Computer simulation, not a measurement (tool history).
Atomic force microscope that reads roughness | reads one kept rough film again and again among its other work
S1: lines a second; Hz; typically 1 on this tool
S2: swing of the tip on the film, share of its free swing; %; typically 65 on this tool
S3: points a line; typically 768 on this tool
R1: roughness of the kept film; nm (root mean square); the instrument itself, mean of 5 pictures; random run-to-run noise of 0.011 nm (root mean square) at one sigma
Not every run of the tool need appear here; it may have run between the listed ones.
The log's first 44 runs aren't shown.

run,hour,S1,S2,S3,R1
45,1745.7,0.76,69,646,2.452
46,1768.1,0.76,69,646,2.455
47,1809.3,0.76,80,410,2.406
48,1840.4,0.76,80,269,2.392
49,1863.8,0.76,80,269,2.405
# hour 1877.4: new tip fitted
50,1891.4,1,82,636,2.388
51,1943.4,0.65,59,266,2.479
52,1991.2,0.65,59,895,2.486

Alternative continuations, all from the tool just after run 52; predict every row:
A,2041,1,88,768,?
B,2041,1.27,72,486,?
C,2041,1,65,782,?
D,2041,0.75,66,535,?
E,2041,1.08,70,753,?

run,R1
A,2.331
B,2.402
C,2.459
D,2.452
E,2.426
The same runs, with their run-to-run variation unchanged, on a tool lacking any hidden condition would have given:
run,R1
A,2.337
B,2.409
C,2.466
D,2.459
E,2.433

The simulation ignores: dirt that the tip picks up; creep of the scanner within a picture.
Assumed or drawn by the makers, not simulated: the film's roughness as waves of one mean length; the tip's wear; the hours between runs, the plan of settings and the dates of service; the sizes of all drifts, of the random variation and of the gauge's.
